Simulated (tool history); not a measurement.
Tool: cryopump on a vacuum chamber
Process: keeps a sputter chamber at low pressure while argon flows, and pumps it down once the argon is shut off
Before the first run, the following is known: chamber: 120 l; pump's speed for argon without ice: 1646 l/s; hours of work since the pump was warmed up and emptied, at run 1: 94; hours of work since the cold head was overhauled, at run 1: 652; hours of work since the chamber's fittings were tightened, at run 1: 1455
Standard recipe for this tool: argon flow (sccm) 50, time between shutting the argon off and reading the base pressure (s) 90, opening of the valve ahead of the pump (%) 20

run,hour,argon flow (sccm),time between shutting the argon off and reading the base pressure (s),opening of the valve ahead of the pump (%),hours of work since the pump was warmed up and emptied,hours of work since the cold head was overhauled,hours of work since the chamber's fittings were tightened,pressure while argon flows (Pa),pressure after the wait (uPa)
1,0,50,90,20,94,652,1455,0.2573,1.5
2,24.9,50,90,20,105,663,1466,0.257,1.59
3,42.2,50,90,20,112,670,1473,0.2587,1.48
4,71.4,50,90,57,124,683,1486,0.0916,1.55
5,106.3,50,90,57,139,697,1500,0.092,1.61
6,147.4,50,90,57,157,715,1518,0.0924,1.59
7,164.7,50,90,57,164,722,1525,0.0923,1.55
8,192.9,50,90,57,176,734,1537,0.0927,1.62
9,214.5,50,90,57,185,743,1546,0.0921,1.64
10,242.9,50,90,57,197,756,1559,0.092,1.56
11,275,50,90,57,211,769,1572,0.0932,1.61
12,300.9,50,50,20,222,780,1583,0.2598,2.21
13,339.7,50,50,20,239,797,1600,0.2591,2.23
14,362.9,50,90,40,248,807,1610,0.1318,1.68
15,394.4,50,90,40,262,820,1623,0.1318,1.53
16,435.1,50,90,20,279,837,1640,0.2599,1.6
17,458,50,90,20,289,847,1650,0.2608,1.62
18,478.7,28,31,20,298,856,1659,0.1457,3.1
19,497.6,50,48,24,306,864,1667,0.2178,2.27
20,525.3,50,281,24,318,876,1679,0.2184,1.16
21,545.5,50,281,24,326,884,1687,0.2189,1.21
22,574.4,52,90,20,338,897,1700,0.2699,1.67
23,611,40,71,18,354,912,1715,0.2323,1.85
24,651.3,50,26,37,371,929,1732,0.1429,3.38
25,692.9,47,72,16,389,947,1750,0.3051,1.87
26,728.2,47,72,16,404,962,1765,0.307,1.93
27,758.9,37,94,27,417,975,1778,0.1445,1.66
28,793.7,37,94,27,432,990,1793,0.1448,1.72
29,832.3,25,36,52,448,1006,1809,0.0522,2.83
30,854.8,22,90,20,458,1016,1819,0.1161,1.76
31,880,50,134,28,469,1027,1830,0.189,1.5
32,902.6,50,134,28,478,1036,1839,0.1898,1.46
33,943.1,70,140,26,495,1054,1856,0.2854,1.48
34,978,89,82,20,510,1068,1871,0.4678,1.84

Branching from run 34: 3 alternative next runs. What would each branch give?
A,1008,51,126,30,523,1081,1884,?,?
B,1008,50,50,20,523,1081,1884,?,?
C,1008,34,90,16,523,1081,1884,?,?

run,pressure while argon flows (Pa),pressure after the wait (uPa)
A,0.1816,1.61
B,0.2627,2.33
C,0.2235,1.84
The same runs, with their run-to-run variation unchanged, on a tool lacking any hidden condition would have given:
run,pressure while argon flows (Pa),pressure after the wait (uPa)
A,0.1744,0.71
B,0.2556,1.46
C,0.2187,0.93
